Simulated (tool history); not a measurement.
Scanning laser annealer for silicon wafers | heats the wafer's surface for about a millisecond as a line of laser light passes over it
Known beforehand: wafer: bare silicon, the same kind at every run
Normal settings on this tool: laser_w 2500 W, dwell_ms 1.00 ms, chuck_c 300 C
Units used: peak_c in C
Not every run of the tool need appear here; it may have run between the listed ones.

run 1 hour=0.0 | laser_w=2500 dwell_ms=1.00 chuck_c=300 | peak_c=1129
run 2 hour=8.6 | laser_w=2500 dwell_ms=1.00 chuck_c=300 | peak_c=1128
run 3 hour=17.7 | laser_w=2500 dwell_ms=1.00 chuck_c=300 | peak_c=1124
run 4 hour=25.8 | laser_w=2500 dwell_ms=1.00 chuck_c=300 | peak_c=1126
run 5 hour=35.7 | laser_w=2500 dwell_ms=0.78 chuck_c=300 | peak_c=1025
run 6 hour=41.0 | laser_w=2500 dwell_ms=1.00 chuck_c=261 | peak_c=1088
run 7 hour=49.5 | laser_w=2500 dwell_ms=1.00 chuck_c=261 | peak_c=1087
run 8 hour=54.5 | laser_w=2500 dwell_ms=1.00 chuck_c=300 | peak_c=1123
run 9 hour=64.6 | laser_w=2500 dwell_ms=1.00 chuck_c=300 | peak_c=1123
run 10 hour=70.7 | laser_w=2500 dwell_ms=1.00 chuck_c=300 | peak_c=1124
-- hour=77.0 window over the wafer cleaned
run 11 hour=79.6 | laser_w=2500 dwell_ms=1.00 chuck_c=300 | peak_c=1125
run 12 hour=88.9 | laser_w=2340 dwell_ms=1.00 chuck_c=300 | peak_c=1059
run 13 hour=97.3 | laser_w=2340 dwell_ms=1.00 chuck_c=300 | peak_c=1060
run 14 hour=102.0 | laser_w=2500 dwell_ms=1.00 chuck_c=300 | peak_c=1128
run 15 hour=108.3 | laser_w=2500 dwell_ms=1.00 chuck_c=300 | peak_c=1126
run 16 hour=118.5 | laser_w=2500 dwell_ms=1.00 chuck_c=300 | peak_c=1128
run 17 hour=125.9 | laser_w=2500 dwell_ms=1.00 chuck_c=300 | peak_c=1125
run 18 hour=133.0 | laser_w=2500 dwell_ms=1.00 chuck_c=300 | peak_c=1126
run 19 hour=137.6 | laser_w=2500 dwell_ms=1.00 chuck_c=300 | peak_c=1125
run 20 hour=145.2 | laser_w=2500 dwell_ms=1.00 chuck_c=300 | peak_c=1126
run 21 hour=152.4 | laser_w=2735 dwell_ms=1.00 chuck_c=280 | peak_c=1206
run 22 hour=162.0 | laser_w=2241 dwell_ms=1.19 chuck_c=300 | peak_c=1086
run 23 hour=168.5 | laser_w=2374 dwell_ms=1.03 chuck_c=321 | peak_c=1109
run 24 hour=176.2 | laser_w=2617 dwell_ms=0.77 chuck_c=280 | peak_c=1045
run 25 hour=184.8 | laser_w=2372 dwell_ms=1.00 chuck_c=300 | peak_c=1070
run 26 hour=194.5 | laser_w=2725 dwell_ms=0.70 chuck_c=299 | peak_c=1067
run 27 hour=204.2 | laser_w=2380 dwell_ms=1.00 chuck_c=306 | peak_c=1082
-- hour=209.7 optics aligned, line set to its width
run 28 hour=217.0 | laser_w=2380 dwell_ms=1.00 chuck_c=306 | peak_c=1082
run 29 hour=222.8 | laser_w=2500 dwell_ms=1.00 chuck_c=326 | peak_c=1153
run 30 hour=231.8 | laser_w=2500 dwell_ms=0.97 chuck_c=300 | peak_c=1114
run 31 hour=237.0 | laser_w=2500 dwell_ms=0.98 chuck_c=300 | peak_c=1118
run 32 hour=243.9 | laser_w=2500 dwell_ms=0.98 chuck_c=326 | peak_c=1145
run 33 hour=253.7 | laser_w=2500 dwell_ms=0.98 chuck_c=326 | peak_c=1143
run 34 hour=263.2 | laser_w=2553 dwell_ms=0.88 chuck_c=300 | peak_c=1093
run 35 hour=271.6 | laser_w=2629 dwell_ms=0.71 chuck_c=339 | peak_c=1077
run 36 hour=277.9 | laser_w=2592 dwell_ms=0.73 chuck_c=291 | peak_c=1027
run 37 hour=286.3 | laser_w=2592 dwell_ms=1.14 chuck_c=278 | peak_c=1205

For run 38, what comes out?
run 38 hour=294.5 | laser_w=2592 dwell_ms=1.14 chuck_c=278 | peak_c=?

{"run 38": {"peak_c": 1205}}
Had the tool carried no hidden state, the very same run would have given peak_c 1206 C.
